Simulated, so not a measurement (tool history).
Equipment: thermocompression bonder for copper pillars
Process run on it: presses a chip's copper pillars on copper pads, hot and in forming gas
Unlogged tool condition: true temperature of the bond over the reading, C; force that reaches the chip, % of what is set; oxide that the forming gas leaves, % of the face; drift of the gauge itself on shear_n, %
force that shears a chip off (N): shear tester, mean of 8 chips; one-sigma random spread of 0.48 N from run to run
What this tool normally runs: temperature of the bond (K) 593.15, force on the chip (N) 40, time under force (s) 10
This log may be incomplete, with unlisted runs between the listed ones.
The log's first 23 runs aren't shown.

run,hour,temperature of the bond (K),force on the chip (N),time under force (s),hours of work since the heater was calibrated,hours of work since the force cell was calibrated,hours of work since the gas filter was changed,force that shears a chip off (N)
24,167.1,593.15,40,7,398,217,6,53.7
25,174.8,602.15,40,10,402,220,9,63.3
26,185.6,573.15,40,29,406,225,14,62.9
27,190.9,617.15,48,13,408,227,16,75.3
28,197.8,586.15,34,10,411,230,19,49.7
29,203.0,593.15,31,22,414,232,21,61.1
30,207.7,575.15,58,10,415,234,23,60.8
31,216.1,614.15,26,11,419,238,27,56.5
32,225.1,593.15,28,17,423,241,30,55.0
33,231.0,592.15,40,10,425,244,33,58.2
34,237.2,593.15,45,14,428,246,36,66.3
35,243.6,569.15,50,15,431,249,38,59.2
36,253.7,593.15,40,16,435,254,43,65.1
37,263.1,593.15,40,16,439,258,47,65.1
38,270.8,593.15,40,16,442,261,50,65.5
39,278.0,593.15,40,16,445,264,53,65.0

Each row is a separate what-if for the run after 39, all from the same tool condition, not one after another. Results?
A,288.8,602.15,57,7,450,268,58,?
B,288.8,577.15,33,7,450,268,58,?
C,288.8,609.15,39,10,450,268,58,?

run,force that shears a chip off (N)
A,69.2
B,38.1
C,65.0
Take away the tool's hidden state, keep each run's random variation, and the runs would have read:
run,force that shears a chip off (N)
A,68.7
B,37.0
C,64.4
